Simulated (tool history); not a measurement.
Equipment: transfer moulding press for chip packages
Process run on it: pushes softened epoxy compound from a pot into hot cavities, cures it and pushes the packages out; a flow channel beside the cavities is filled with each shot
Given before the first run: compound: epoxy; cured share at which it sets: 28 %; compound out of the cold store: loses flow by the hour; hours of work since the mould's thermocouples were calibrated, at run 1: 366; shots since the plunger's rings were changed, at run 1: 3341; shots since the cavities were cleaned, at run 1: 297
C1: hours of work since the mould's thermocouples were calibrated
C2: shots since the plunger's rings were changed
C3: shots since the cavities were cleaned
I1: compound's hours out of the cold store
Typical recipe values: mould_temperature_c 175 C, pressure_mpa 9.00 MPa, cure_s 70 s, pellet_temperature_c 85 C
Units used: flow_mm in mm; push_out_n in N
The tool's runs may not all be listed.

{"run": 1, "hour": 0.0, "mould_temperature_c": 175, "pressure_mpa": 9.0, "cure_s": 70, "pellet_temperature_c": 85, "C1": 366, "C2": 3341, "C3": 297, "I1": 29.2, "flow_mm": 471, "push_out_n": 466}
{"hour": 38.3, "done": "cavities cleaned with cleaning compound and waxed"}
{"run": 2, "hour": 90.3, "mould_temperature_c": 175, "pressure_mpa": 9.0, "cure_s": 70, "pellet_temperature_c": 85, "C1": 429, "C2": 4748, "C3": 824, "I1": 11.9, "flow_mm": 529, "push_out_n": 623}
{"hour": 100.8, "done": "plunger's sealing rings changed"}
{"hour": 102.3, "done": "cavities cleaned with cleaning compound and waxed"}
{"hour": 128.1, "done": "mould's thermocouples calibrated"}
{"run": 3, "hour": 133.4, "mould_temperature_c": 175, "pressure_mpa": 9.0, "cure_s": 70, "pellet_temperature_c": 85, "C1": 4, "C2": 461, "C3": 461, "I1": 17.5, "flow_mm": 536, "push_out_n": 494}
{"hour": 162.2, "done": "cavities cleaned with cleaning compound and waxed"}
{"run": 4, "hour": 194.5, "mould_temperature_c": 175, "pressure_mpa": 9.0, "cure_s": 70, "pellet_temperature_c": 85, "C1": 46, "C2": 1405, "C3": 511, "I1": 24.1, "flow_mm": 494, "push_out_n": 499}
{"hour": 219.6, "done": "cavities cleaned with cleaning compound and waxed"}
{"run": 5, "hour": 235.7, "mould_temperature_c": 175, "pressure_mpa": 7.75, "cure_s": 70, "pellet_temperature_c": 85, "C1": 75, "C2": 2033, "C3": 254, "I1": 25.1, "flow_mm": 459, "push_out_n": 440}
{"hour": 278.1, "done": "cavities cleaned with cleaning compound and waxed"}
{"run": 6, "hour": 315.3, "mould_temperature_c": 175, "pressure_mpa": 7.75, "cure_s": 56, "pellet_temperature_c": 85, "C1": 130, "C2": 3271, "C3": 590, "I1": 29.3, "flow_mm": 444, "push_out_n": 898}
{"hour": 338.9, "done": "cavities cleaned with cleaning compound and waxed"}
{"run": 7, "hour": 387.0, "mould_temperature_c": 175, "pressure_mpa": 7.75, "cure_s": 56, "pellet_temperature_c": 85, "C1": 180, "C2": 4382, "C3": 761, "I1": 20.0, "flow_mm": 456, "push_out_n": 1036}
{"hour": 396.2, "done": "cavities cleaned with cleaning compound and waxed"}
{"hour": 421.0, "done": "plunger's sealing rings changed"}
{"run": 8, "hour": 443.6, "mould_temperature_c": 175, "pressure_mpa": 7.75, "cure_s": 56, "pellet_temperature_c": 85, "C1": 218, "C2": 357, "C3": 711, "I1": 39.7, "flow_mm": 421, "push_out_n": 909}
{"hour": 457.3, "done": "cavities cleaned with cleaning compound and waxed"}
{"run": 9, "hour": 503.4, "mould_temperature_c": 175, "pressure_mpa": 7.75, "cure_s": 56, "pellet_temperature_c": 85, "C1": 259, "C2": 1281, "C3": 731, "I1": 15.1, "flow_mm": 500, "push_out_n": 1061}
{"hour": 514.1, "done": "cavities cleaned with cleaning compound and waxed"}
{"run": 10, "hour": 563.2, "mould_temperature_c": 175, "pressure_mpa": 7.75, "cure_s": 96, "pellet_temperature_c": 85, "C1": 301, "C2": 2204, "C3": 778, "I1": 37.2, "flow_mm": 425, "push_out_n": 430}
{"hour": 575.7, "done": "cavities cleaned with cleaning compound and waxed"}
{"run": 11, "hour": 612.6, "mould_temperature_c": 175, "pressure_mpa": 9.0, "cure_s": 109, "pellet_temperature_c": 85, "C1": 335, "C2": 2962, "C3": 584, "I1": 24.6, "flow_mm": 484, "push_out_n": 374}
{"hour": 634.9, "done": "cavities cleaned with cleaning compound and waxed"}
{"run": 12, "hour": 661.0, "mould_temperature_c": 179, "pressure_mpa": 9.0, "cure_s": 109, "pellet_temperature_c": 85, "C1": 369, "C2": 3704, "C3": 413, "I1": 10.4, "flow_mm": 530, "push_out_n": 341}
{"hour": 692.5, "done": "cavities cleaned with cleaning compound and waxed"}
{"hour": 742.6, "done": "plunger's sealing rings changed"}
{"hour": 754.4, "done": "cavities cleaned with cleaning compound and waxed"}
{"run": 13, "hour": 754.4, "mould_temperature_c": 180, "pressure_mpa": 9.0, "cure_s": 109, "pellet_temperature_c": 85, "C1": 431, "C2": 163, "C3": 0, "I1": 44.7, "flow_mm": 439, "push_out_n": 209}
{"hour": 784.9, "done": "mould's thermocouples calibrated"}
{"hour": 814.3, "done": "cavities cleaned with cleaning compound and waxed"}
{"run": 14, "hour": 836.7, "mould_temperature_c": 175, "pressure_mpa": 9.0, "cure_s": 67, "pellet_temperature_c": 85, "C1": 36, "C2": 1411, "C3": 354, "I1": 19.5, "flow_mm": 523, "push_out_n": 518}
{"hour": 873.7, "done": "cavities cleaned with cleaning compound and waxed"}
{"run": 15, "hour": 927.1, "mould_temperature_c": 176, "pressure_mpa": 10.16, "cure_s": 70, "pellet_temperature_c": 85, "C1": 99, "C2": 2818, "C3": 845, "I1": 37.0, "flow_mm": 482, "push_out_n": 541}
{"hour": 932.4, "done": "cavities cleaned with cleaning compound and waxed"}
{"run": 16, "hour": 979.6, "mould_temperature_c": 183, "pressure_mpa": 9.82, "cure_s": 78, "pellet_temperature_c": 77, "C1": 136, "C2": 3626, "C3": 747, "I1": 18.3, "flow_mm": 529, "push_out_n": 420}
{"hour": 995.8, "done": "cavities cleaned with cleaning compound and waxed"}
{"run": 17, "hour": 1028.9, "mould_temperature_c": 175, "pressure_mpa": 9.82, "cure_s": 70, "pellet_temperature_c": 90, "C1": 170, "C2": 4384, "C3": 524, "I1": 47.7, "flow_mm": 431, "push_out_n": 484}
{"hour": 1054.7, "done": "cavities cleaned with cleaning compound and waxed"}
{"hour": 1063.7, "done": "plunger's sealing rings changed"}
{"run": 18, "hour": 1075.3, "mould_temperature_c": 179, "pressure_mpa": 10.26, "cure_s": 76, "pellet_temperature_c": 85, "C1": 200, "C2": 184, "C3": 286, "I1": 12.7, "flow_mm": 574, "push_out_n": 341}
{"hour": 1118.8, "done": "cavities cleaned with cleaning compound and waxed"}
{"run": 19, "hour": 1129.7, "mould_temperature_c": 179, "pressure_mpa": 10.26, "cure_s": 76, "pellet_temperature_c": 85, "C1": 238, "C2": 1021, "C3": 172, "I1": 33.0, "flow_mm": 497, "push_out_n": 304}
{"hour": 1177.5, "done": "cavities cleaned with cleaning compound and waxed"}
{"run": 20, "hour": 1215.0, "mould_temperature_c": 170, "pressure_mpa": 8.86, "cure_s": 70, "pellet_temperature_c": 77, "C1": 297, "C2": 2347, "C3": 592, "I1": 21.8, "flow_mm": 499, "push_out_n": 759}
{"hour": 1235.7, "done": "cavities cleaned with cleaning compound and waxed"}
{"run": 21, "hour": 1284.9, "mould_temperature_c": 178, "pressure_mpa": 9.0, "cure_s": 70, "pellet_temperature_c": 89, "C1": 346, "C2": 3430, "C3": 778, "I1": 31.1, "flow_mm": 461, "push_out_n": 503}
{"hour": 1292.8, "done": "cavities cleaned with cleaning compound and waxed"}
{"run": 22, "hour": 1333.6, "mould_temperature_c": 178, "pressure_mpa": 9.0, "cure_s": 89, "pellet_temperature_c": 85, "C1": 380, "C2": 4178, "C3": 646, "I1": 45.2, "flow_mm": 423, "push_out_n": 388}
{"hour": 1355.0, "done": "cavities cleaned with cleaning compound and waxed"}
{"hour": 1387.6, "done": "plunger's sealing rings changed"}
{"hour": 1414.9, "done": "cavities cleaned with cleaning compound and waxed"}
{"run": 23, "hour": 1415.9, "mould_temperature_c": 168, "pressure_mpa": 10.7, "cure_s": 70, "pellet_temperature_c": 77, "C1": 435, "C2": 424, "C3": 15, "I1": 41.0, "flow_mm": 507, "push_out_n": 463}
{"hour": 1441.3, "done": "mould's thermocouples calibrated"}
{"run": 24, "hour": 1463.8, "mould_temperature_c": 168, "pressure_mpa": 10.7, "cure_s": 70, "pellet_temperature_c": 77, "C1": 16, "C2": 1151, "C3": 742, "I1": 30.6, "flow_mm": 526, "push_out_n": 857}
{"hour": 1477.2, "done": "cavities cleaned with cleaning compound and waxed"}
{"run": 25, "hour": 1502.9, "mould_temperature_c": 181, "pressure_mpa": 7.15, "cure_s": 56, "pellet_temperature_c": 80, "C1": 43, "C2": 1746, "C3": 406, "I1": 40.8, "flow_mm": 391, "push_out_n": 549}

Below are 3 alternative next runs, each starting from the tool's condition after run 25. Predict each:
{"hour": 1537.8, "done": "cavities cleaned with cleaning compound and waxed"}
{"run": "A", "hour": 1543.6, "mould_temperature_c": 181, "pressure_mpa": 7.15, "cure_s": 86, "pellet_temperature_c": 80, "C1": 71, "C2": 2367, "C3": 92, "I1": 23.0, "flow_mm": "?", "push_out_n": "?"}
{"hour": 1537.8, "done": "cavities cleaned with cleaning compound and waxed"}
{"run": "B", "hour": 1543.6, "mould_temperature_c": 167, "pressure_mpa": 7.44, "cure_s": 70, "pellet_temperature_c": 83, "C1": 71, "C2": 2367, "C3": 92, "I1": 10.5, "flow_mm": "?", "push_out_n": "?"}
{"hour": 1537.8, "done": "cavities cleaned with cleaning compound and waxed"}
{"run": "C", "hour": 1543.6, "mould_temperature_c": 180, "pressure_mpa": 10.15, "cure_s": 58, "pellet_temperature_c": 85, "C1": 71, "C2": 2367, "C3": 92, "I1": 28.9, "flow_mm": "?", "push_out_n": "?"}

run=A flow_mm=436 push_out_n=260
run=B flow_mm=497 push_out_n=640
run=C flow_mm=503 push_out_n=415
Had the tool no hidden state, the same runs would have come out as:
run=A flow_mm=449 push_out_n=213
run=B flow_mm=512 push_out_n=517
run=C flow_mm=518 push_out_n=336
